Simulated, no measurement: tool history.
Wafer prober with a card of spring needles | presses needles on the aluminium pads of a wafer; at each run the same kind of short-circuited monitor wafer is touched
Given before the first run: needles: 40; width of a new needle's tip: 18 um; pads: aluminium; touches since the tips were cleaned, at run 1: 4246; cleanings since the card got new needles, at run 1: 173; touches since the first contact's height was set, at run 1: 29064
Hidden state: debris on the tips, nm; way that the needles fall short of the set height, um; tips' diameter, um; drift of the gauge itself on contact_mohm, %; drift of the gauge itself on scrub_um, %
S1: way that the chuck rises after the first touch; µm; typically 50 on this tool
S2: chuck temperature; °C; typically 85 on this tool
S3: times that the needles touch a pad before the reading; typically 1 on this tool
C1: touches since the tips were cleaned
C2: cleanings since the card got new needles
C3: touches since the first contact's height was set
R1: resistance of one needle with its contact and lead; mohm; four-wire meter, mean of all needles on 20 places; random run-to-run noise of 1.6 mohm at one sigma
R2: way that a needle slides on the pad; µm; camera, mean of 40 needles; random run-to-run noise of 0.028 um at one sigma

{"run": 1, "day": 0.0, "S1": 50, "S2": 85, "S3": 1, "C1": 4246, "C2": 173, "C3": 29064, "R1": 305, "R2": 8.67}
{"day": 0.288, "done": "tips cleaned on abrasive film"}
{"day": 0.854, "done": "tips cleaned on abrasive film"}
{"day": 1.421, "done": "tips cleaned on abrasive film"}
{"run": 2, "day": 1.633, "S1": 50, "S2": 85, "S3": 1, "C1": 2519, "C2": 176, "C3": 48128, "R1": 272, "R2": 8.62}
{"day": 2.062, "done": "tips cleaned on abrasive film"}
{"day": 2.767, "done": "tips cleaned on abrasive film"}
{"run": 3, "day": 3.254, "S1": 50, "S2": 85, "S3": 1, "C1": 5720, "C2": 178, "C3": 67085, "R1": 342, "R2": 8.57}
{"day": 3.4, "done": "tips cleaned on abrasive film"}
{"day": 3.967, "done": "tips cleaned on abrasive film"}
{"day": 4.675, "done": "tips cleaned on abrasive film"}
{"day": 5.383, "done": "tips cleaned on abrasive film"}
{"day": 5.95, "done": "tips cleaned on abrasive film"}
{"day": 6.658, "done": "tips cleaned on abrasive film"}
{"run": 4, "day": 6.712, "S1": 50, "S2": 85, "S3": 1, "C1": 630, "C2": 184, "C3": 107422, "R1": 205, "R2": 8.47}
{"day": 7.279, "done": "tips cleaned on abrasive film"}
{"day": 7.988, "done": "tips cleaned on abrasive film"}
{"day": 8.554, "done": "tips cleaned on abrasive film"}
{"run": 5, "day": 8.7, "S1": 52, "S2": 85, "S3": 1, "C1": 1735, "C2": 187, "C3": 130667, "R1": 238, "R2": 8.78}
{"day": 9.125, "done": "tips cleaned on abrasive film"}
{"day": 9.562, "done": "height of the first contact set anew"}
{"day": 9.704, "done": "tips cleaned on abrasive film"}
{"day": 10.275, "done": "tips cleaned on abrasive film"}
{"day": 10.979, "done": "tips cleaned on abrasive film"}
{"day": 11.55, "done": "tips cleaned on abrasive film"}
{"day": 12.117, "done": "tips cleaned on abrasive film"}
{"run": 6, "day": 12.588, "S1": 66, "S2": 85, "S3": 1, "C1": 5529, "C2": 193, "C3": 35310, "R1": 257, "R2": 11.47}
{"day": 12.729, "done": "tips cleaned on abrasive film"}
{"day": 13.296, "done": "tips cleaned on abrasive film"}
{"day": 13.867, "done": "tips cleaned on abrasive film"}
{"day": 14.571, "done": "tips cleaned on abrasive film"}
{"day": 15.138, "done": "tips cleaned on abrasive film"}
{"day": 15.846, "done": "tips cleaned on abrasive film"}
{"run": 7, "day": 16.275, "S1": 66, "S2": 85, "S3": 1, "C1": 5020, "C2": 199, "C3": 78382, "R1": 264, "R2": 11.39}
{"day": 16.421, "done": "tips cleaned on abrasive film"}
{"day": 17.129, "done": "tips cleaned on abrasive film"}
{"day": 17.696, "done": "tips cleaned on abrasive film"}
{"day": 18.404, "done": "tips cleaned on abrasive film"}
{"run": 8, "day": 18.654, "S1": 66, "S2": 85, "S3": 1, "C1": 2981, "C2": 203, "C3": 106181, "R1": 242, "R2": 11.33}

The next listed run, before its measurement:
{"day": 19.083, "done": "tips cleaned on abrasive film"}
{"day": 19.65, "done": "tips cleaned on abrasive film"}
{"day": 20.217, "done": "tips cleaned on abrasive film"}
{"day": 20.925, "done": "tips cleaned on abrasive film"}
{"day": 21.633, "done": "tips cleaned on abrasive film"}
{"day": 21.646, "done": "height of the first contact set anew"}
{"day": 22.212, "done": "tips cleaned on abrasive film"}
{"run": 9, "day": 22.338, "S1": 66, "S2": 85, "S3": 1, "C1": 1460, "C2": 209, "C3": 8078, "R1": "?", "R2": "?"}

Logged for run 9: R1 192 mohm, R2 11.55 µm.
Without the tool's hidden state the same run would have given R1 148 mohm, R2 11.57 µm.
